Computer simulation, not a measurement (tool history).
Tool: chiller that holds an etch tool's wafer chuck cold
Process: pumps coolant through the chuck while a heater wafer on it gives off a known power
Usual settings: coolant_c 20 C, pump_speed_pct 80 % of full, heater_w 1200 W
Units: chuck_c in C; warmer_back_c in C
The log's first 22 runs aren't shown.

{"run": 23, "day": 87.704, "coolant_c": 29, "pump_speed_pct": 66, "heater_w": 1583, "chuck_c": 44.3, "warmer_back_c": 7.53}
{"run": 24, "day": 91.825, "coolant_c": 27, "pump_speed_pct": 64, "heater_w": 813, "chuck_c": 35.0, "warmer_back_c": 3.93}
{"run": 25, "day": 96.438, "coolant_c": 23, "pump_speed_pct": 72, "heater_w": 1497, "chuck_c": 36.7, "warmer_back_c": 6.49}
{"run": 26, "day": 100.704, "coolant_c": 20, "pump_speed_pct": 62, "heater_w": 788, "chuck_c": 28.0, "warmer_back_c": 3.96}
{"run": 27, "day": 103.908, "coolant_c": 10, "pump_speed_pct": 62, "heater_w": 788, "chuck_c": 17.8, "warmer_back_c": 3.93}
{"run": 28, "day": 107.15, "coolant_c": 24, "pump_speed_pct": 70, "heater_w": 623, "chuck_c": 29.8, "warmer_back_c": 2.78}
{"run": 29, "day": 112.896, "coolant_c": 23, "pump_speed_pct": 80, "heater_w": 977, "chuck_c": 31.3, "warmer_back_c": 3.85}
{"run": 30, "day": 117.75, "coolant_c": 23, "pump_speed_pct": 80, "heater_w": 977, "chuck_c": 31.0, "warmer_back_c": 3.88}
{"run": 31, "day": 120.442, "coolant_c": 23, "pump_speed_pct": 96, "heater_w": 733, "chuck_c": 28.6, "warmer_back_c": 2.42}
{"run": 32, "day": 125.379, "coolant_c": 23, "pump_speed_pct": 96, "heater_w": 733, "chuck_c": 28.6, "warmer_back_c": 2.44}
{"run": 33, "day": 131.167, "coolant_c": 22, "pump_speed_pct": 80, "heater_w": 1200, "chuck_c": 32.3, "warmer_back_c": 4.76}

Forecast each of these 3 alternatives for the next run:
{"run": "A", "day": 137.346, "coolant_c": 11, "pump_speed_pct": 78, "heater_w": 1684, "chuck_c": "?", "warmer_back_c": "?"}
{"run": "B", "day": 137.346, "coolant_c": 22, "pump_speed_pct": 93, "heater_w": 870, "chuck_c": "?", "warmer_back_c": "?"}
{"run": "C", "day": 137.346, "coolant_c": 20, "pump_speed_pct": 65, "heater_w": 1200, "chuck_c": "?", "warmer_back_c": "?"}

run=A chuck_c=25.9 warmer_back_c=6.91
run=B chuck_c=28.8 warmer_back_c=3.04
run=C chuck_c=31.9 warmer_back_c=5.88
Without the tool's hidden state the same runs would have given:
run=A chuck_c=22.8 warmer_back_c=6.06
run=B chuck_c=27.5 warmer_back_c=2.68
run=C chuck_c=29.5 warmer_back_c=5.17

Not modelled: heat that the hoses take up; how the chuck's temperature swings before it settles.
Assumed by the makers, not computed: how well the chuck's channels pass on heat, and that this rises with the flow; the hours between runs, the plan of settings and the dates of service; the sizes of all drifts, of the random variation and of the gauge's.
